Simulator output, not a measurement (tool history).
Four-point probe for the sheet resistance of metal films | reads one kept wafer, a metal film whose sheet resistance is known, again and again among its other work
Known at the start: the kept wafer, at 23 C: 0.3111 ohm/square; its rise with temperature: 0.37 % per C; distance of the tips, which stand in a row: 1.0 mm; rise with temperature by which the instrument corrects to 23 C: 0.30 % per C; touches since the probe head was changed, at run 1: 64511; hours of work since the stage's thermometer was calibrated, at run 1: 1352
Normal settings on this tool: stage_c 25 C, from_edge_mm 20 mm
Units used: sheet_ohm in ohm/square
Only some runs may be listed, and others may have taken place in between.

run,hour,stage_c,from_edge_mm,touches since the probe head was changed,hours of work since the stage's thermometer was calibrated,sheet_ohm
1,0,25,20,64511,1352,0.313999
2,41.3,25,23,65423,1377,0.313884
# hour 107.3: stage's thermometer calibrated
3,130,25,25,67369,14,0.313486
4,218.9,25,6,69333,67,0.317869
5,258.1,25,6,70198,90,0.31784
6,321.3,25,6,71593,128,0.31795
7,371.8,25,6,72708,158,0.317942
8,438,25,4,74169,198,0.323478
9,525.6,25,4,76102,250,0.323639
10,586.4,25,23,77445,286,0.313827
11,641.6,25,23,78664,319,0.313849
12,703.1,25,4,80021,356,0.323745
13,746.1,25,4,80971,382,0.323816
14,825.2,25,4,82717,429,0.323811
15,915.3,25,9,84707,483,0.315754
16,1009.6,25,9,86789,539,0.315783
17,1100.6,25,14,88798,594,0.314612
18,1149.5,25,14,89878,623,0.314584
19,1222.3,25,9,91485,666,0.315952
20,1290.9,33,20,92998,707,0.315878
21,1364.2,33,20,94618,751,0.315863
22,1453.9,25,9,96598,805,0.31597
23,1527.5,25,9,98223,849,0.316113
24,1589.6,20,14,99595,886,0.313919
25,1643.2,20,14,100776,918,0.313793
26,1720,31,12,102472,964,0.316494
27,1761.2,31,12,103383,989,0.31644
28,1857.6,21,12,105510,1046,0.314485
29,1954.6,21,12,107651,1104,0.314534
30,2004.4,25,13,108751,1134,0.315249
31,2056.5,25,15,109901,1165,0.315032
32,2144.3,25,7,111840,1218,0.317648
33,2220.2,20,15,113517,1263,0.314107
34,2296.1,24,15,115192,1308,0.315022
35,2366.2,24,15,116738,1350,0.315027
36,2446.4,27,5,118509,1398,0.321541
# hour 2481.9: stage's thermometer calibrated
37,2499,27,5,119660,10,0.321106
38,2574.1,24,53,121318,55,0.314078
39,2613.1,19,4,122179,78,0.323162
40,2700.5,25,61,124108,131,0.314256
41,2770.4,25,61,125651,172,0.314377
42,2811.9,34,56,126568,197,0.316243
43,2875.8,34,56,127979,235,0.316337
44,2972.5,34,56,130114,293,0.316205
45,3044.3,20,24,131699,336,0.313762
46,3120.2,25,9,133375,382,0.316526

Take each entry between the runs: how does the hidden state at the last listed run before it differ from the hidden state at the first listed run after it?
In the gap between runs 2 and 3: stage's thermometer calibrated (hour 107.3)
  inner tips' distance over the nominal, %: 0.49 -> 0.5; wafer's true temperature over the reading, C: 0.31 -> 0.03
  measured less the result without the state, sheet_ohm: +0.002014 -> +0.001723 ohm/square
In the gap between runs 36 and 37: stage's thermometer calibrated (hour 2481.9)
  inner tips' distance over the nominal, %: 0.748 -> 0.753; wafer's true temperature over the reading, C: 0.38 -> 0.07
  measured less the result without the state, sheet_ohm: +0.003018 -> +0.002679 ohm/square

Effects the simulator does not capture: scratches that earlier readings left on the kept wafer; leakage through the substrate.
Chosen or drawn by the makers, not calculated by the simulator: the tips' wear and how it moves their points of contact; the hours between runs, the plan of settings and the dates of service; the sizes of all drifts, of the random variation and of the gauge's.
